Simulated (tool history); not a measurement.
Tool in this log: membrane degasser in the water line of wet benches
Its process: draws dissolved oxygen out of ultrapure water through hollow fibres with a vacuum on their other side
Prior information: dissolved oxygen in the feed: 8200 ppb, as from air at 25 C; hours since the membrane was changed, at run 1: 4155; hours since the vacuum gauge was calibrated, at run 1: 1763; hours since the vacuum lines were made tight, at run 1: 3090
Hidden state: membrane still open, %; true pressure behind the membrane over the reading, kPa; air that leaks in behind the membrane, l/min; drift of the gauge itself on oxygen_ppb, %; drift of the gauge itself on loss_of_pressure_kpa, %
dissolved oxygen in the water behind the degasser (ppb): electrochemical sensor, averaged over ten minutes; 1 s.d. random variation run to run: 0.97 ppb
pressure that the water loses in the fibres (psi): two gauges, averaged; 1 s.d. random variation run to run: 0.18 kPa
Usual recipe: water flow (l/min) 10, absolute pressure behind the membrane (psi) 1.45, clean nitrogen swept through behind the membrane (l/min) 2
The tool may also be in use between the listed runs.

| run | hour | water flow (l/min) | absolute pressure behind the membrane (psi) | clean nitrogen swept through behind the membrane (l/min) | hours since the membrane was changed | hours since the vacuum gauge was calibrated | hours since the vacuum lines were made tight | dissolved oxygen in the water behind the degasser (ppb) | pressure that the water loses in the fibres (psi) |
|---|---|---|---|---|---|---|---|---|---|
| 1 | 0 | 10 | 1.45 | 2 | 4155 | 1763 | 3090 | 101.1 | 4.844 |
| 2 | 154.5 | 10 | 1.45 | 2 | 4309 | 1918 | 3245 | 102.7 | 4.883 |
| 3 | 318.6 | 12 | 1.45 | 2 | 4473 | 2082 | 3409 | 140.1 | 5.928 |
| 4 | 624.3 | 10 | 1.45 | 3.73 | 4779 | 2387 | 3714 | 63.7 | 4.944 |
| 5 | 849.7 | 10 | 1.45 | 3.73 | 5005 | 2613 | 3940 | 64.9 | 4.973 |
| 6 | 1164.4 | 10 | 1.45 | 3.73 | 5319 | 2927 | 4255 | 64.9 | 4.986 |
| 7 | 1357.8 | 10 | 1.45 | 3.73 | 5513 | 3121 | 4448 | 65 | 4.972 |
| 8 | 1487.8 | 10 | 1.45 | 3.73 | 5643 | 3251 | 4578 | 65.9 | 5.06 |
| 9 | 1720 | 10 | 1.45 | 2 | 5875 | 3483 | 4810 | 104.6 | 5.043 |
| 10 | 1883.8 | 10 | 1.45 | 2 | 6039 | 3647 | 4974 | 107 | 5.084 |
| 11 | 2144.9 | 10 | 1.45 | 2 | 6300 | 3908 | 5235 | 106 | 5.104 |
| 12 | 2325.4 | 10 | 1.45 | 2 | 6480 | 4089 | 5416 | 107 | 5.114 |
|  | 2355.3 | vacuum gauge calibrated |
| 13 | 2489.6 | 10 | 1.45 | 0.96 | 6644 | 134 | 5579 | 195.5 | 5.049 |
|  | 2697.9 | seals of the vacuum lines changed |
| 14 | 2714.4 | 10 | 1.45 | 2 | 6867 | 357 | 17 | 107.8 | 5.171 |
| 15 | 2885.7 | 10 | 1.45 | 2 | 7038 | 528 | 188 | 106.1 | 5.147 |
| 16 | 3170.3 | 10 | 1.45 | 2 | 7323 | 813 | 472 | 108.3 | 5.189 |
| 17 | 3470.6 | 10 | 1.45 | 1.78 | 7623 | 1113 | 773 | 119.3 | 5.191 |
|  | 3669 | vacuum gauge calibrated, once more |
| 18 | 3772.1 | 7 | 1.45 | 5.65 | 7924 | 103 | 1074 | 23.2 | 3.7 |
| 19 | 3902.7 | 7 | 1.45 | 5.65 | 8055 | 234 | 1204 | 23.9 | 3.658 |
| 20 | 4107.4 | 11 | 1.04 | 3.07 | 8259 | 438 | 1409 | 71.7 | 5.768 |
|  | 4281.1 | membrane cartridge changed |
| 21 | 4281.1 | 7 | 2.1 | 2.02 | 0 | 608 | 1579 | 98.7 | 3.184 |
| 22 | 4579.9 | 7 | 2.1 | 2.02 | 299 | 907 | 1878 | 97 | 3.2 |
| 23 | 4862.7 | 8 | 1.45 | 1.77 | 582 | 1190 | 2160 | 78 | 3.669 |
| 24 | 5086.8 | 7 | 1.45 | 4.46 | 806 | 1414 | 2384 | 28.4 | 3.259 |
| 25 | 5365.2 | 7 | 1.45 | 2.86 | 1084 | 1692 | 2663 | 42.9 | 3.259 |
| 26 | 5676.8 | 10 | 1.96 | 1.3 | 1396 | 2004 | 2974 | 202.8 | 4.673 |
| 27 | 5961.5 | 10 | 1.96 | 1.3 | 1680 | 2289 | 3259 | 203.4 | 4.677 |
| 28 | 6109.4 | 10 | 1.96 | 1.3 | 1828 | 2436 | 3407 | 202.8 | 4.691 |
| 29 | 6397.7 | 7 | 1.12 | 4.6 | 2117 | 2725 | 3695 | 19.5 | 3.303 |
| 30 | 6534 | 7 | 1.12 | 4.6 | 2253 | 2861 | 3832 | 18.8 | 3.303 |
| 31 | 6847.7 | 10 | 1.06 | 2 | 2567 | 3175 | 4145 | 64.4 | 4.756 |
| 32 | 7116.7 | 14 | 1.52 | 2.79 | 2836 | 3444 | 4414 | 157.5 | 6.708 |

Measured result minus the same run's result without the hidden state. Both carry the same run-to-run variation, though not necessarily the same gauge scatter:
| run | dissolved oxygen in the water behind the degasser (ppb) | pressure that the water loses in the fibres (psi) |
|---|---|---|
| 1 | +8.6 | +0.326 |
| 2 | +9 | +0.339 |
| 3 | +16.6 | +0.425 |
| 4 | +8.6 | +0.377 |
| 5 | +9.3 | +0.397 |
| 6 | +9.9 | +0.424 |
| 7 | +10.2 | +0.439 |
| 8 | +10.7 | +0.451 |
| 9 | +13 | +0.473 |
| 10 | +13.7 | +0.487 |
| 11 | +14.3 | +0.508 |
| 12 | +14.9 | +0.522 |
| 13 | +20.9 | +0.535 |
| 14 | +13.9 | +0.56 |
| 15 | +14.1 | +0.571 |
| 16 | +15.2 | +0.599 |
| 17 | +16.5 | +0.624 |
| 18 | +1.8 | +0.455 |
| 19 | +1.9 | +0.466 |
| 20 | +20.5 | +0.753 |
| 21 | +0.7 | +0 |
| 22 | +1 | +0.016 |
| 23 | +1 | +0.032 |
| 24 | +0.5 | +0.039 |
| 25 | +1 | +0.054 |
| 26 | +4.3 | +0.1 |
| 27 | +5.1 | +0.122 |
| 28 | +5.5 | +0.133 |
| 29 | +1 | +0.109 |
| 30 | +1 | +0.115 |
| 31 | +4.5 | +0.189 |
| 32 | +15.1 | +0.292 |
